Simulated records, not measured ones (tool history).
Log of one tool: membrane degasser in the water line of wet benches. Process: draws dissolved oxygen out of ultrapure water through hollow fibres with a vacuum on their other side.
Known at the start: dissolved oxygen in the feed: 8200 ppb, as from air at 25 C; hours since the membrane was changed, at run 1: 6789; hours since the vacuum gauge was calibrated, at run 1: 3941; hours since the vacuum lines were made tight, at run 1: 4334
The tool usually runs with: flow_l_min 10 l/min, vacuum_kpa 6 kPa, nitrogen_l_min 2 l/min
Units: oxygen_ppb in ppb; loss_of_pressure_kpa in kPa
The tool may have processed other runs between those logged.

run      day  flow_l_min  vacuum_kpa  nitrogen_l_min  hours since the membrane was changed  hours since the vacuum gauge was calibrated  hours since the vacuum lines were made tight  oxygen_ppb  loss_of_pressure_kpa
  1        0          10           6               2                                  6789                                         3941                                          4334       141.6                 56.68
  2   12.383          10           6               2                                  7086                                         4238                                          4631       139.9                 56.45
  3   22.279          10           6               2                                  7324                                         4476                                          4869       142.6                 56.37
  4     29.5          10           6               2                                  7497                                         4649                                          5042       143.3                 56.21
  5   40.217          10           6               2                                  7754                                         4906                                          5299       144.5                 56.61
  6   46.704          10           6               2                                  7910                                         5062                                          5455       142.9                 56.67
  7    52.85          10           6               2                                  8057                                         5209                                          5602       141.7                 56.66
  8   58.108          10           6               2                                  8183                                         5336                                          5729       144.1                  56.7
  9   67.625          10           6               2                                  8412                                         5564                                          5957       145.3                 56.54
 10   78.858          10           6               2                                  8681                                         5834                                          6227       146.9                 56.58
      79.692  -- vacuum gauge calibrated
 11   85.417          10       10.52               2                                  8838                                          137                                          6384       201.5                 56.82
 12   95.858          10           6               2                                  9089                                          388                                          6634       146.3                    57
 13  107.946          10           6               2                                  9379                                          678                                          6924       146.9                 57.01
 14  118.088          10        5.53               2                                  9623                                          922                                          7168       144.2                 56.93
 15  124.733          10        4.12               2                                  9782                                         1081                                          7327       124.3                 56.93
 16  130.658          10        4.12               2                                  9924                                         1223                                          7469       124.9                 57.18
 17   139.25           7        8.79             0.9                                 10130                                         1429                                          7676       160.8                 40.04
 18  145.721          10        5.01               2                                 10286                                         1585                                          7831       137.6                 56.91
     148.354  -- vacuum gauge calibrated, once more
 19  157.038          10        5.01               2                                 10557                                          208                                          8102       131.1                 57.16
     162.433  -- seals of the vacuum lines changed
 20  168.704          10        5.01               2                                 10835                                          486                                           150       132.4                 56.87
 21  175.225          10        5.01               2                                 10991                                          643                                           307       133.8                 56.88
 22  181.992          10       13.15            1.23                                 11154                                          805                                           469       299.5                 57.41
 23  194.475          10       13.15            1.23                                 11453                                         1105                                           769       294.8                 56.96
 24    200.8           6       11.42             2.9                                 11605                                         1257                                           921        73.3                 34.27
 25  210.829           7       11.28             3.8                                 11846                                         1497                                          1161        84.5                 40.11
 26  216.875           7       11.28            0.88                                 11991                                         1643                                          1307       196.9                  40.1
 27  225.588           7       11.28            0.88                                 12200                                         1852                                          1516         201                 40.35
 28  235.808          12        5.49            4.27                                 12445                                         2097                                          1761       182.7                 68.98
 29  246.204          10           6            4.31                                 12695                                         2346                                          2010       131.2                 57.41
 30  257.388           7       11.86            4.31                                 12963                                         2615                                          2279        83.2                 40.15
 31  266.496           7       11.86            4.31                                 13182                                         2833                                          2497        83.3                 39.98

What would each run have given without the hidden state, its run-to-run variation left as it was?
Hidden conditions of the tool in this case: membrane still open, %; true pressure behind the membrane over the reading, kPa; air that leaks in behind the membrane, l/min; drift of the gauge itself on oxygen_ppb, %; drift of the gauge itself on loss_of_pressure_kpa, %.
run  oxygen_ppb  loss_of_pressure_kpa
  1       130.3                 55.54
  2       128.3                 55.26
  3       130.3                 55.13
  4       130.7                 54.95
  5       131.4                 55.29
  6       129.6                 55.33
  7       128.2                 55.29
  8       130.1                 55.31
  9       130.8                  55.1
 10       131.8                  55.1
 11       183.3                  55.3
 12       130.2                 55.44
 13       130.3                 55.39
 14         127                 55.27
 15       108.1                 55.24
 16       108.3                 55.47
 17       142.7                 38.81
 18       119.7                 55.13
 19       115.4                 55.33
 20       117.4                    55
 21       118.3                 54.99
 22       283.6                 55.47
 23       278.4                 54.98
 24        67.2                 33.06
 25        75.7                 38.67
 26       186.6                 38.65
 27         190                 38.86
 28       158.8                 66.37
 29       112.7                 55.19
 30        73.1                 38.57
 31        72.9                 38.36

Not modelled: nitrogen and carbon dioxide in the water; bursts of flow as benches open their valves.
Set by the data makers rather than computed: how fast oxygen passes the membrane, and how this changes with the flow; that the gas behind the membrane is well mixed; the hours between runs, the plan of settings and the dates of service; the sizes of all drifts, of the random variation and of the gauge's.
